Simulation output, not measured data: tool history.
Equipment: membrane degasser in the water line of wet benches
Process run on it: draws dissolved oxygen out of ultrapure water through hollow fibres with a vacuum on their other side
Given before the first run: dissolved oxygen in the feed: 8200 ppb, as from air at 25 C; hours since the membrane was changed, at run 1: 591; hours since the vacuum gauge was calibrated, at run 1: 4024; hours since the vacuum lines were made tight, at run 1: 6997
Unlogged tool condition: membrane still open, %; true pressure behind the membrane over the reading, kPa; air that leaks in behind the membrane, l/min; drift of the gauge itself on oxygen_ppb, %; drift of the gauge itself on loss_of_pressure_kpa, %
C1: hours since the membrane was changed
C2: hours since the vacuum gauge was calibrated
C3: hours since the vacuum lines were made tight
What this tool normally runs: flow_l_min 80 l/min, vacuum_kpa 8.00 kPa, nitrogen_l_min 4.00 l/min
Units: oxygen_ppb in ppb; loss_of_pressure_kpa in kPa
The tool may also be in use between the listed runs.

{"run": 1, "hour": 0.0, "flow_l_min": 80, "vacuum_kpa": 8.0, "nitrogen_l_min": 4.0, "C1": 591, "C2": 4024, "C3": 6997, "oxygen_ppb": 230.1, "loss_of_pressure_kpa": 64.28}
{"run": 2, "hour": 87.0, "flow_l_min": 80, "vacuum_kpa": 8.0, "nitrogen_l_min": 4.0, "C1": 678, "C2": 4111, "C3": 7084, "oxygen_ppb": 228.6, "loss_of_pressure_kpa": 64.17}
{"run": 3, "hour": 210.2, "flow_l_min": 80, "vacuum_kpa": 8.0, "nitrogen_l_min": 4.0, "C1": 801, "C2": 4234, "C3": 7208, "oxygen_ppb": 225.8, "loss_of_pressure_kpa": 63.64}
{"run": 4, "hour": 266.5, "flow_l_min": 80, "vacuum_kpa": 8.0, "nitrogen_l_min": 4.0, "C1": 858, "C2": 4291, "C3": 7264, "oxygen_ppb": 227.0, "loss_of_pressure_kpa": 64.37}
{"run": 5, "hour": 320.0, "flow_l_min": 80, "vacuum_kpa": 8.0, "nitrogen_l_min": 4.0, "C1": 911, "C2": 4344, "C3": 7317, "oxygen_ppb": 227.9, "loss_of_pressure_kpa": 64.11}
{"run": 6, "hour": 442.6, "flow_l_min": 80, "vacuum_kpa": 8.0, "nitrogen_l_min": 4.0, "C1": 1034, "C2": 4467, "C3": 7440, "oxygen_ppb": 225.4, "loss_of_pressure_kpa": 64.26}
{"run": 7, "hour": 555.1, "flow_l_min": 80, "vacuum_kpa": 8.0, "nitrogen_l_min": 4.0, "C1": 1146, "C2": 4579, "C3": 7553, "oxygen_ppb": 228.8, "loss_of_pressure_kpa": 63.94}
{"run": 8, "hour": 658.0, "flow_l_min": 98, "vacuum_kpa": 8.0, "nitrogen_l_min": 4.0, "C1": 1249, "C2": 4682, "C3": 7655, "oxygen_ppb": 282.3, "loss_of_pressure_kpa": 78.26}
{"run": 9, "hour": 775.5, "flow_l_min": 98, "vacuum_kpa": 8.0, "nitrogen_l_min": 4.0, "C1": 1367, "C2": 4800, "C3": 7773, "oxygen_ppb": 280.7, "loss_of_pressure_kpa": 78.43}
{"run": 10, "hour": 837.1, "flow_l_min": 55, "vacuum_kpa": 15.62, "nitrogen_l_min": 4.0, "C1": 1428, "C2": 4861, "C3": 7835, "oxygen_ppb": 381.3, "loss_of_pressure_kpa": 44.21}
{"run": 11, "hour": 956.5, "flow_l_min": 123, "vacuum_kpa": 10.35, "nitrogen_l_min": 9.24, "C1": 1548, "C2": 4981, "C3": 7954, "oxygen_ppb": 272.0, "loss_of_pressure_kpa": 98.09}
{"run": 12, "hour": 1033.1, "flow_l_min": 65, "vacuum_kpa": 8.0, "nitrogen_l_min": 3.7, "C1": 1624, "C2": 5057, "C3": 8031, "oxygen_ppb": 198.5, "loss_of_pressure_kpa": 51.96}
{"run": 13, "hour": 1164.0, "flow_l_min": 65, "vacuum_kpa": 8.0, "nitrogen_l_min": 3.7, "C1": 1755, "C2": 5188, "C3": 8161, "oxygen_ppb": 195.9, "loss_of_pressure_kpa": 51.59}
{"run": 14, "hour": 1248.4, "flow_l_min": 65, "vacuum_kpa": 8.0, "nitrogen_l_min": 3.7, "C1": 1840, "C2": 5273, "C3": 8246, "oxygen_ppb": 198.2, "loss_of_pressure_kpa": 51.85}
{"run": 15, "hour": 1346.3, "flow_l_min": 61, "vacuum_kpa": 5.93, "nitrogen_l_min": 3.16, "C1": 1938, "C2": 5371, "C3": 8344, "oxygen_ppb": 124.6, "loss_of_pressure_kpa": 48.77}
{"run": 16, "hour": 1448.8, "flow_l_min": 116, "vacuum_kpa": 16.28, "nitrogen_l_min": 4.91, "C1": 2040, "C2": 5473, "C3": 8446, "oxygen_ppb": 671.5, "loss_of_pressure_kpa": 92.58}
{"run": 17, "hour": 1567.1, "flow_l_min": 116, "vacuum_kpa": 16.28, "nitrogen_l_min": 4.91, "C1": 2158, "C2": 5591, "C3": 8565, "oxygen_ppb": 688.2, "loss_of_pressure_kpa": 92.93}

Each row is a separate what-if for the run after 17, all from the same tool condition, not one after another. Results?
{"run": "A", "hour": 1626.8, "flow_l_min": 71, "vacuum_kpa": 14.44, "nitrogen_l_min": 10.24, "C1": 2218, "C2": 5651, "C3": 8624, "oxygen_ppb": "?", "loss_of_pressure_kpa": "?"}
{"run": "B", "hour": 1626.8, "flow_l_min": 116, "vacuum_kpa": 17.88, "nitrogen_l_min": 4.91, "C1": 2218, "C2": 5651, "C3": 8624, "oxygen_ppb": "?", "loss_of_pressure_kpa": "?"}
{"run": "C", "hour": 1626.8, "flow_l_min": 63, "vacuum_kpa": 8.73, "nitrogen_l_min": 4.91, "C1": 2218, "C2": 5651, "C3": 8624, "oxygen_ppb": "?", "loss_of_pressure_kpa": "?"}
{"run": "D", "hour": 1626.8, "flow_l_min": 56, "vacuum_kpa": 7.37, "nitrogen_l_min": 4.91, "C1": 2218, "C2": 5651, "C3": 8624, "oxygen_ppb": "?", "loss_of_pressure_kpa": "?"}

run=A oxygen_ppb=195.8 loss_of_pressure_kpa=56.79
run=B oxygen_ppb=742.2 loss_of_pressure_kpa=92.43
run=C oxygen_ppb=170.6 loss_of_pressure_kpa=49.83
run=D oxygen_ppb=117.2 loss_of_pressure_kpa=44.36
Take away the tool's hidden state, keep each run's random variation, and the runs would have read:
run=A oxygen_ppb=195.7 loss_of_pressure_kpa=57.29
run=B oxygen_ppb=742.0 loss_of_pressure_kpa=93.25
run=C oxygen_ppb=170.6 loss_of_pressure_kpa=50.27
run=D oxygen_ppb=117.1 loss_of_pressure_kpa=44.76
